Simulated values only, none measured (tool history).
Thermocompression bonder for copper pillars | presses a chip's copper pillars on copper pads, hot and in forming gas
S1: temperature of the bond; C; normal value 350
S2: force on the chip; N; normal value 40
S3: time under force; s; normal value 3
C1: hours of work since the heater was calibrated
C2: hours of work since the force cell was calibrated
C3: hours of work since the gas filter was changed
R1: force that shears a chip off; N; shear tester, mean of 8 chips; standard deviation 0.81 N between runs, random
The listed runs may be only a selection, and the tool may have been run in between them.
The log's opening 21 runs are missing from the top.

| run | hour | S1 | S2 | S3 | C1 | C2 | C3 | R1 |
|---|---|---|---|---|---|---|---|---|
| 22 | 285.6 | 350 | 35 | 8 | 335 | 531 | 53 | 82 |
| 23 | 307.6 | 350 | 35 | 8 | 352 | 548 | 70 | 81.7 |
| 24 | 324.9 | 350 | 35 | 8 | 365 | 561 | 83 | 82.1 |
| 25 | 346.7 | 336 | 35 | 8 | 382 | 578 | 100 | 75.4 |
|  | 348.5 | forming gas filter changed |
| 26 | 360.4 | 328 | 31 | 3 | 392 | 588 | 9 | 48.8 |
| 27 | 374.4 | 328 | 40 | 2 | 403 | 599 | 20 | 47.4 |
| 28 | 391.8 | 328 | 40 | 2 | 416 | 612 | 33 | 45.8 |
| 29 | 405 | 328 | 40 | 2 | 427 | 623 | 44 | 46.2 |
| 30 | 416.3 | 320 | 40 | 4 | 435 | 631 | 52 | 58.2 |
| 31 | 429.4 | 350 | 38 | 6 | 445 | 641 | 62 | 79.3 |
| 32 | 450.5 | 350 | 38 | 6 | 462 | 658 | 79 | 77.2 |
| 33 | 463.7 | 350 | 33 | 5 | 472 | 668 | 89 | 71.1 |
| 34 | 478.4 | 361 | 40 | 3 | 483 | 679 | 100 | 69.5 |
|  | 480.5 | forming gas filter changed |
| 35 | 498 | 374 | 33 | 2 | 498 | 694 | 13 | 57.9 |
| 36 | 515.6 | 374 | 33 | 2 | 512 | 708 | 27 | 58.3 |
| 37 | 525.1 | 339 | 35 | 4 | 519 | 715 | 34 | 61.6 |
| 38 | 536.1 | 329 | 48 | 6 | 527 | 723 | 43 | 75.1 |
| 39 | 555.8 | 329 | 48 | 6 | 543 | 739 | 58 | 74.8 |

4 ways to go on from here, each from the tool as it stands after run 39. What would each give?
| A | 576.3 | 320 | 40 | 4 | 558 | 754 | 74 | ? |
| B | 576.3 | 356 | 36 | 3 | 558 | 754 | 74 | ? |
| C | 576.3 | 350 | 50 | 3 | 558 | 754 | 74 | ? |
| D | 576.3 | 351 | 25 | 3 | 558 | 754 | 74 | ? |

| run | R1 |
|---|---|
| A | 57.8 |
| B | 63.6 |
| C | 69.7 |
| D | 50.8 |
The same runs, with their run-to-run variation unchanged, on a tool lacking any hidden condition would have given:
| run | R1 |
|---|---|
| A | 58.2 |
| B | 64.1 |
| C | 70.2 |
| D | 51.2 |
